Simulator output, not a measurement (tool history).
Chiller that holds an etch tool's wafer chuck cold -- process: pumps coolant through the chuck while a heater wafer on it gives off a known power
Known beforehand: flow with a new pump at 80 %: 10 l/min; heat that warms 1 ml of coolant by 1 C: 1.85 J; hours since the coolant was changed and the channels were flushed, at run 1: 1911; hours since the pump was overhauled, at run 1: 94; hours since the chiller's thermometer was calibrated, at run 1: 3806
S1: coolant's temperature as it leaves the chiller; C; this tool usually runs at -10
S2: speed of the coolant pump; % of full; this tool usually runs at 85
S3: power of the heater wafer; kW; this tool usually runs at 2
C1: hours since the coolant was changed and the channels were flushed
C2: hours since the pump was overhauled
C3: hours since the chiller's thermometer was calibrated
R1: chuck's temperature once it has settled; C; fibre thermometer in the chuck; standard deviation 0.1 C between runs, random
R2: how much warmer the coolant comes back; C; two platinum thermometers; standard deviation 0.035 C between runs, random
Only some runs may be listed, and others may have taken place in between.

{"run": 1, "hour": 0.0, "S1": -10, "S2": 85, "S3": 2, "C1": 1911, "C2": 94, "C3": 3806, "R1": 11.9, "R2": 6.11}
{"run": 2, "hour": 28.5, "S1": -12, "S2": 85, "S3": 2, "C1": 1939, "C2": 123, "C3": 3834, "R1": 9.9, "R2": 6.01}
{"run": 3, "hour": 68.6, "S1": -12, "S2": 85, "S3": 2, "C1": 1979, "C2": 163, "C3": 3874, "R1": 9.9, "R2": 6.07}
{"run": 4, "hour": 123.5, "S1": -12, "S2": 85, "S3": 2, "C1": 2034, "C2": 218, "C3": 3929, "R1": 9.8, "R2": 6.14}
{"run": 5, "hour": 164.8, "S1": -12, "S2": 85, "S3": 2, "C1": 2075, "C2": 259, "C3": 3971, "R1": 9.8, "R2": 6.09}
{"run": 6, "hour": 206.1, "S1": -12, "S2": 67, "S3": 2, "C1": 2117, "C2": 301, "C3": 4012, "R1": 13.8, "R2": 8.04}
{"run": 7, "hour": 256.2, "S1": -6, "S2": 70, "S3": 2, "C1": 2167, "C2": 351, "C3": 4062, "R1": 18.9, "R2": 7.67}
{"run": 8, "hour": 290.1, "S1": -18, "S2": 70, "S3": 2, "C1": 2201, "C2": 384, "C3": 4096, "R1": 6.9, "R2": 7.68}
{"run": 9, "hour": 347.1, "S1": -18, "S2": 70, "S3": 2, "C1": 2258, "C2": 441, "C3": 4153, "R1": 6.9, "R2": 7.65}
{"run": 10, "hour": 393.5, "S1": -3, "S2": 87, "S3": 1.88, "C1": 2304, "C2": 488, "C3": 4199, "R1": 17.3, "R2": 5.69}

Here are 4 independent what-if runs from the current tool condition. What would each one return?
{"run": "A", "hour": 423.4, "S1": -10, "S2": 85, "S3": 1.229, "C1": 2334, "C2": 518, "C3": 4229, "R1": "?", "R2": "?"}
{"run": "B", "hour": 423.4, "S1": -8, "S2": 87, "S3": 1.88, "C1": 2334, "C2": 518, "C3": 4229, "R1": "?", "R2": "?"}
{"run": "C", "hour": 423.4, "S1": -3, "S2": 83, "S3": 1.88, "C1": 2334, "C2": 518, "C3": 4229, "R1": "?", "R2": "?"}
{"run": "D", "hour": 423.4, "S1": -2, "S2": 95, "S3": 2.04, "C1": 2334, "C2": 518, "C3": 4229, "R1": "?", "R2": "?"}

run=A R1=3.4 R2=3.89
run=B R1=12.3 R2=5.69
run=C R1=17.7 R2=5.93
run=D R1=18.7 R2=5.67
With the hidden condition removed and each run's random variation left untouched, the same runs would have given:
run=A R1=3.4 R2=3.7
run=B R1=12.3 R2=5.5
run=C R1=17.7 R2=5.74
run=D R1=18.7 R2=5.48
